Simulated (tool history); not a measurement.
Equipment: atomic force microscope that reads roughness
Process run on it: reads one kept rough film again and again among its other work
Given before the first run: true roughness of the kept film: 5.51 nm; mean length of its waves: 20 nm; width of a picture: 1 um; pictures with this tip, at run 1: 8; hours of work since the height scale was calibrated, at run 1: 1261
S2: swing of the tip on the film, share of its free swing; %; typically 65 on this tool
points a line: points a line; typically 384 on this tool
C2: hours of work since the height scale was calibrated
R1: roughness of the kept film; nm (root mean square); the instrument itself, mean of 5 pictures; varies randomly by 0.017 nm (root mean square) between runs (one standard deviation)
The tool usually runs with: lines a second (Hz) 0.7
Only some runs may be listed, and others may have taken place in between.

run 1 hour=0 | lines_a_second_(Hz)=0.7 S2=65 points_a_line=384 | pictures_with_this_tip=8 C2=1261 | R1=3.962
run 2 hour=56.1 | lines_a_second_(Hz)=0.7 S2=65 points_a_line=384 | pictures_with_this_tip=120 C2=1302 | R1=3.242
run 3 hour=107.6 | lines_a_second_(Hz)=0.7 S2=65 points_a_line=384 | pictures_with_this_tip=222 C2=1340 | R1=2.743
-- hour=149.5 new tip fitted
run 4 hour=162.6 | lines_a_second_(Hz)=0.7 S2=65 points_a_line=384 | pictures_with_this_tip=26 C2=1380 | R1=3.802
run 5 hour=202.1 | lines_a_second_(Hz)=0.7 S2=65 points_a_line=384 | pictures_with_this_tip=104 C2=1409 | R1=3.354
run 6 hour=239.2 | lines_a_second_(Hz)=0.7 S2=65 points_a_line=384 | pictures_with_this_tip=178 C2=1436 | R1=2.988
run 7 hour=279.1 | lines_a_second_(Hz)=0.7 S2=65 points_a_line=384 | pictures_with_this_tip=257 C2=1465 | R1=2.662
-- hour=305.2 new tip fitted
run 8 hour=332.1 | lines_a_second_(Hz)=0.815 S2=79 points_a_line=881 | pictures_with_this_tip=54 C2=1503 | R1=3.534
run 9 hour=390.7 | lines_a_second_(Hz)=3.478 S2=65 points_a_line=645 | pictures_with_this_tip=170 C2=1546 | R1=2.732
run 10 hour=432.3 | lines_a_second_(Hz)=2.154 S2=62 points_a_line=977 | pictures_with_this_tip=252 C2=1577 | R1=2.664
-- hour=462.1 new tip fitted
run 11 hour=487.4 | lines_a_second_(Hz)=2.039 S2=55 points_a_line=894 | pictures_with_this_tip=50 C2=1617 | R1=3.663
run 12 hour=516.9 | lines_a_second_(Hz)=1.812 S2=59 points_a_line=434 | pictures_with_this_tip=108 C2=1638 | R1=3.23
run 13 hour=550.9 | lines_a_second_(Hz)=3.585 S2=81 points_a_line=446 | pictures_with_this_tip=176 C2=1663 | R1=2.225

What differs in the tool's unlogged condition from the final listed run ahead of each entry between runs to the first listed run following it?
From run 3 to run 4: new tip fitted (hour 149.5)
  radius of the tip, nm: 16.1 -> 6.4; height scale over the true one, %: -1.45 -> -1.5
  difference, measured minus the result without the unlogged condition, R1: -1.362 -> -0.292 nm (root mean square)
From run 7 to run 8: new tip fitted (hour 305.2)
  radius of the tip, nm: 17.2 -> 7.7; height scale over the true one, %: -1.61 -> -1.65
  difference, measured minus the result without the unlogged condition, R1: -1.456 -> -0.468 nm (root mean square)
From run 10 to run 11: new tip fitted (hour 462.1)
  radius of the tip, nm: 16.2 -> 7.6; height scale over the true one, %: -1.73 -> -1.78
  difference, measured minus the result without the unlogged condition, R1: -1.349 -> -0.485 nm (root mean square)
